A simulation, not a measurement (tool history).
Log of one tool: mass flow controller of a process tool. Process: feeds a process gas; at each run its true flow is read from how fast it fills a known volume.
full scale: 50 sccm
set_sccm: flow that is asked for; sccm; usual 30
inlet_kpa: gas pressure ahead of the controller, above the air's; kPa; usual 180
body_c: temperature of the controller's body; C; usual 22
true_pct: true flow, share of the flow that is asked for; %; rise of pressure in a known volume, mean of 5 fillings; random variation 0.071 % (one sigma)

{"run": 1, "hour": 0.0, "set_sccm": 30, "inlet_kpa": 180, "body_c": 22, "true_pct": 100.01}
{"run": 2, "hour": 221.8, "set_sccm": 30, "inlet_kpa": 180, "body_c": 22, "true_pct": 100.18}
{"run": 3, "hour": 390.2, "set_sccm": 30, "inlet_kpa": 180, "body_c": 22, "true_pct": 100.08}
{"run": 4, "hour": 746.0, "set_sccm": 30, "inlet_kpa": 180, "body_c": 22, "true_pct": 100.33}
{"run": 5, "hour": 1052.4, "set_sccm": 30, "inlet_kpa": 180, "body_c": 22, "true_pct": 100.7}
{"run": 6, "hour": 1371.8, "set_sccm": 30, "inlet_kpa": 180, "body_c": 22, "true_pct": 100.82}
{"run": 7, "hour": 1634.4, "set_sccm": 30, "inlet_kpa": 242, "body_c": 22, "true_pct": 101.15}
{"run": 8, "hour": 1805.2, "set_sccm": 30, "inlet_kpa": 242, "body_c": 22, "true_pct": 101.26}
{"run": 9, "hour": 2029.1, "set_sccm": 30, "inlet_kpa": 180, "body_c": 22, "true_pct": 101.2}
{"run": 10, "hour": 2355.6, "set_sccm": 30, "inlet_kpa": 180, "body_c": 22, "true_pct": 101.34}
{"run": 11, "hour": 2618.9, "set_sccm": 30, "inlet_kpa": 180, "body_c": 38, "true_pct": 99.92}
{"run": 12, "hour": 2845.8, "set_sccm": 30, "inlet_kpa": 180, "body_c": 38, "true_pct": 100.18}
{"run": 13, "hour": 3097.2, "set_sccm": 13, "inlet_kpa": 168, "body_c": 27, "true_pct": 101.01}
{"hour": 3244.8, "done": "gauge calibrated"}
{"run": 14, "hour": 3370.3, "set_sccm": 29, "inlet_kpa": 168, "body_c": 27, "true_pct": 99.43}
{"run": 15, "hour": 3553.7, "set_sccm": 40, "inlet_kpa": 175, "body_c": 38, "true_pct": 98.7}
{"run": 16, "hour": 3871.9, "set_sccm": 30, "inlet_kpa": 180, "body_c": 36, "true_pct": 98.97}
{"run": 17, "hour": 4255.8, "set_sccm": 37, "inlet_kpa": 197, "body_c": 25, "true_pct": 100.42}
{"run": 18, "hour": 4518.2, "set_sccm": 16, "inlet_kpa": 197, "body_c": 25, "true_pct": 100.23}
{"run": 19, "hour": 4850.1, "set_sccm": 16, "inlet_kpa": 197, "body_c": 25, "true_pct": 100.45}
{"run": 20, "hour": 5068.6, "set_sccm": 16, "inlet_kpa": 197, "body_c": 25, "true_pct": 100.74}
{"run": 21, "hour": 5361.7, "set_sccm": 16, "inlet_kpa": 197, "body_c": 25, "true_pct": 100.83}
{"run": 22, "hour": 5543.5, "set_sccm": 14, "inlet_kpa": 214, "body_c": 22, "true_pct": 101.23}
{"run": 23, "hour": 5726.2, "set_sccm": 12, "inlet_kpa": 160, "body_c": 32, "true_pct": 100.12}
{"run": 24, "hour": 6027.7, "set_sccm": 19, "inlet_kpa": 272, "body_c": 20, "true_pct": 102.06}

5 ways to go on from here, each from the tool as it stands after run 24. What would each give?
{"run": "A", "hour": 6418.4, "set_sccm": 27, "inlet_kpa": 180, "body_c": 22, "true_pct": "?"}
{"run": "B", "hour": 6418.4, "set_sccm": 16, "inlet_kpa": 204, "body_c": 20, "true_pct": "?"}
{"run": "C", "hour": 6418.4, "set_sccm": 30, "inlet_kpa": 153, "body_c": 22, "true_pct": "?"}
{"run": "D", "hour": 6418.4, "set_sccm": 22, "inlet_kpa": 150, "body_c": 24, "true_pct": "?"}
{"run": "E", "hour": 6418.4, "set_sccm": 30, "inlet_kpa": 245, "body_c": 25, "true_pct": "?"}

run=A true_pct=101.85
run=B true_pct=101.87
run=C true_pct=101.70
run=D true_pct=101.26
run=E true_pct=101.82
Without the tool's hidden state the same runs would have given:
run=A true_pct=99.93
run=B true_pct=99.95
run=C true_pct=99.78
run=D true_pct=99.35
run=E true_pct=99.90
